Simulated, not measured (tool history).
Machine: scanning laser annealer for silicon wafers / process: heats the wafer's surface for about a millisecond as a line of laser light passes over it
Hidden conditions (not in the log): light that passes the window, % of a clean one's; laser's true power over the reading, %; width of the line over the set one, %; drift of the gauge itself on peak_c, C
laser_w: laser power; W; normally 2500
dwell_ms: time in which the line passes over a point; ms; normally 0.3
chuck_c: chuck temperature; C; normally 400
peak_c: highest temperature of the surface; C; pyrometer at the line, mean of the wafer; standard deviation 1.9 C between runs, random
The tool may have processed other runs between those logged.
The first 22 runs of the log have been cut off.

| run | hour | laser_w | dwell_ms | chuck_c | hours of work since the window was cleaned | hours of work since the power meter was calibrated | hours of work since the optics were aligned | peak_c |
|---|---|---|---|---|---|---|---|---|
| 23 | 1296.4 | 2170 | 0.315 | 400 | 578 | 1225 | 1022 | 1071 |
| 24 | 1371 | 2500 | 0.236 | 400 | 616 | 1262 | 1059 | 1087 |
|  | 1415.7 | optics aligned, line set to its width |
| 25 | 1415.7 | 2679 | 0.235 | 432 | 635 | 1282 | 0 | 1190 |
|  | 1439.6 | window over the wafer cleaned |
| 26 | 1487.6 | 2538 | 0.3 | 400 | 24 | 1317 | 35 | 1233 |
| 27 | 1562.5 | 2538 | 0.304 | 435 | 61 | 1354 | 72 | 1273 |
| 28 | 1604.9 | 2538 | 0.269 | 406 | 83 | 1375 | 94 | 1189 |
| 29 | 1675.9 | 2500 | 0.3 | 418 | 118 | 1411 | 129 | 1231 |
| 30 | 1737.4 | 2500 | 0.3 | 408 | 149 | 1442 | 160 | 1224 |
| 31 | 1781.9 | 2395 | 0.23 | 408 | 171 | 1464 | 182 | 1075 |
| 32 | 1835.1 | 2380 | 0.377 | 400 | 198 | 1490 | 209 | 1258 |
| 33 | 1882.3 | 2340 | 0.215 | 400 | 221 | 1514 | 232 | 1019 |
| 34 | 1943 | 2340 | 0.215 | 400 | 252 | 1544 | 262 | 1020 |
| 35 | 1976.3 | 2306 | 0.241 | 399 | 268 | 1561 | 279 | 1047 |
| 36 | 2055.3 | 2306 | 0.241 | 399 | 308 | 1600 | 319 | 1046 |
| 37 | 2113.8 | 2449 | 0.244 | 372 | 337 | 1630 | 348 | 1072 |
| 38 | 2189.1 | 2449 | 0.244 | 372 | 375 | 1667 | 385 | 1072 |
| 39 | 2241.5 | 2449 | 0.244 | 372 | 401 | 1693 | 412 | 1069 |
| 40 | 2308.9 | 2449 | 0.323 | 438 | 434 | 1727 | 445 | 1243 |
| 41 | 2379.3 | 2338 | 0.37 | 399 | 470 | 1762 | 481 | 1216 |

4 ways to go on from here, each from the tool as it stands after run 41. What would each give?
| A | 2421.9 | 2135 | 0.316 | 399 | 491 | 1784 | 502 | ? |
| B | 2421.9 | 2239 | 0.301 | 432 | 491 | 1784 | 502 | ? |
| C | 2421.9 | 2500 | 0.347 | 412 | 491 | 1784 | 502 | ? |
| D | 2421.9 | 2510 | 0.37 | 399 | 491 | 1784 | 502 | ? |

| run | peak_c |
|---|---|
| A | 1067 |
| B | 1119 |
| C | 1273 |
| D | 1295 |
Had the tool no hidden state, the same runs would have come out as:
| run | peak_c |
|---|---|
| A | 1084 |
| B | 1137 |
| C | 1295 |
| D | 1318 |
